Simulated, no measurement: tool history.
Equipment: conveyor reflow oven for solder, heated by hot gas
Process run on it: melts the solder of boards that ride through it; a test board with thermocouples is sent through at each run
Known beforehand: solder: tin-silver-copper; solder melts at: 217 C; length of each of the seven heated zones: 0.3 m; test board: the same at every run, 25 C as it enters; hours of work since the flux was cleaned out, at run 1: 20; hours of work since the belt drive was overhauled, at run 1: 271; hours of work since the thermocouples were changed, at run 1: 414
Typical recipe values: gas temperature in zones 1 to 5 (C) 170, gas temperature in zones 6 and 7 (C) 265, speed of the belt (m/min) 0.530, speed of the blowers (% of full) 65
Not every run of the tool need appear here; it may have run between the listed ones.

run  hour  gas temperature in zones 1 to 5 (C)  gas temperature in zones 6 and 7 (C)  speed of the belt (m/min)  speed of the blowers (% of full)  hours of work since the flux was cleaned out  hours of work since the belt drive was overhauled  hours of work since the thermocouples were changed  highest temperature of the board (C)  time above the solder's melting point (s)
  1   0.0                                  170                                   265                      0.530                                65                                            20                                                271                                                 414                                243.96                                      41.95
  2   9.4                                  170                                   265                      0.530                                65                                            28                                                279                                                 421                                243.83                                      41.95
  3  17.2                                  170                                   265                      0.530                                65                                            34                                                285                                                 427                                243.88                                      41.84
  4  25.8                                  155                                   265                      0.530                                65                                            41                                                292                                                 434                                240.38                                      34.76
  5  31.4                                  155                                   265                      0.530                                65                                            45                                                296                                                 438                                240.42                                      34.62
  6  40.0                                  170                                   265                      0.547                                65                                            52                                                303                                                 445                                242.66                                      39.28
  7  47.5                                  170                                   265                      0.547                                65                                            58                                                309                                                 451                                242.54                                      39.28
  8  52.2                                  166                                   265                      0.530                                65                                            61                                                312                                                 455                                242.91                                      39.84
  9  58.8                                  166                                   259                      0.530                                73                                            67                                                318                                                 460                                240.94                                      38.97
 10  64.8                                  166                                   259                      0.530                                73                                            71                                                322                                                 465                                240.91                                      38.76

Alternative continuations, all from the tool just after run 10; predict every row:
  A  71.5                                  165                                   259                      0.617                                73                                            77                                                328                                                 470                                     ?                                          ?
  B  71.5                                  177                                   265                      0.530                                65                                            77                                                328                                                 470                                     ?                                          ?
  C  71.5                                  170                                   261                      0.550                                75                                            77                                                328                                                 470                                     ?                                          ?
  D  71.5                                  166                                   275                      0.591                                73                                            77                                                328                                                 470                                     ?                                          ?
  E  71.5                                  158                                   259                      0.530                                73                                            77                                                328                                                 470                                     ?                                          ?

run  highest temperature of the board (C)  time above the solder's melting point (s)
  A                                234.84                                      26.29
  B                                245.56                                      45.50
  C                                242.46                                      39.82
  D                                249.30                                      40.15
  E                                239.00                                      35.23
Take away the tool's hidden state, keep each run's random variation, and the runs would have read:
run  highest temperature of the board (C)  time above the solder's melting point (s)
  A                                233.71                                      25.10
  B                                244.29                                      44.28
  C                                241.21                                      38.64
  D                                248.15                                      39.21
  E                                237.75                                      33.92
